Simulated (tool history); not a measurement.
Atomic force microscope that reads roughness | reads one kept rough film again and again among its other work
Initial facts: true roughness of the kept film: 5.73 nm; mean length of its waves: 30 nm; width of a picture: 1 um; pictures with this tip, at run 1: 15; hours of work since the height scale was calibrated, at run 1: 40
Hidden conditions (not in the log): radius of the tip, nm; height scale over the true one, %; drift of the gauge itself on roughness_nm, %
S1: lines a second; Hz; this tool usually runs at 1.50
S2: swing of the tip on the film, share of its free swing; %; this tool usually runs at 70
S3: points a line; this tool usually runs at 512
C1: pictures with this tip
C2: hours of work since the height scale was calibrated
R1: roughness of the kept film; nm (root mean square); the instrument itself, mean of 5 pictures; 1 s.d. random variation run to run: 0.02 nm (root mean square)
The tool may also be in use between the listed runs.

run	hour	S1	S2	S3	C1	C2	R1
1	0.0	1.50	70	512	15	40	4.656
2	10.4	1.50	70	512	25	45	4.569
3	20.2	1.50	70	512	35	49	4.398
4	27.4	3.14	70	512	43	52	4.189
5	42.1	3.14	70	325	57	59	4.045
6	59.9	3.14	70	325	75	67	3.886
7	74.2	3.14	70	325	90	74	3.738
8	85.3	0.74	70	512	101	79	3.798
9	102.4	0.74	70	512	118	86	3.695
10	112.5	0.74	70	512	129	91	3.595
11	125.0	0.74	70	512	141	97	3.501
# hour 132.4: new tip fitted
12	141.6	0.74	70	512	9	104	4.819
13	153.3	1.50	70	512	21	109	4.585
14	161.9	1.50	70	512	30	113	4.485
15	170.2	1.50	70	717	38	117	4.363
16	187.6	1.50	70	512	56	125	4.186
17	195.6	1.50	68	512	64	128	4.049
18	203.8	1.50	68	512	72	132	3.997
19	216.7	1.50	82	512	85	138	3.751
20	233.5	1.50	82	512	102	145	3.647
21	244.4	1.50	82	512	113	150	3.565
22	252.8	1.50	82	512	122	154	3.509
23	260.8	0.79	70	512	130	158	3.588
24	277.8	0.63	62	265	147	165	3.440
# hour 279.6: new tip fitted
25	294.3	3.21	62	830	15	173	4.692
26	302.6	1.38	55	282	24	176	4.603
27	313.4	2.98	64	697	34	181	4.436
28	326.7	2.98	64	697	48	187	4.224
29	343.0	1.22	69	697	64	195	4.123
30	353.4	1.22	69	697	75	199	4.034
31	363.2	0.61	68	526	85	204	3.953
32	371.8	0.61	68	526	93	208	3.879
33	384.1	1.72	68	264	106	213	3.661
34	392.6	1.72	68	264	114	217	3.576
35	408.8	1.72	88	264	131	224	3.305
36	417.6	1.72	88	264	140	228	3.248
# hour 426.3: new tip fitted
37	426.3	1.50	85	408	0	232	4.760

Consider 5 possible next runs. They are alternatives, not a sequence: every one starts from the tool as it was left by run 37. What does each give?
A	437.1	1.11	85	350	11	237	?
B	437.1	0.63	67	408	11	237	?
C	437.1	0.77	85	271	11	237	?
D	437.1	1.50	76	408	11	237	?
E	437.1	2.13	70	461	11	237	?

run	R1
A	4.705
B	4.869
C	4.700
D	4.729
E	4.731
With the hidden condition removed and each run's random variation left untouched, the same runs would have given:
run	R1
A	4.848
B	5.016
C	4.842
D	4.872
E	4.875

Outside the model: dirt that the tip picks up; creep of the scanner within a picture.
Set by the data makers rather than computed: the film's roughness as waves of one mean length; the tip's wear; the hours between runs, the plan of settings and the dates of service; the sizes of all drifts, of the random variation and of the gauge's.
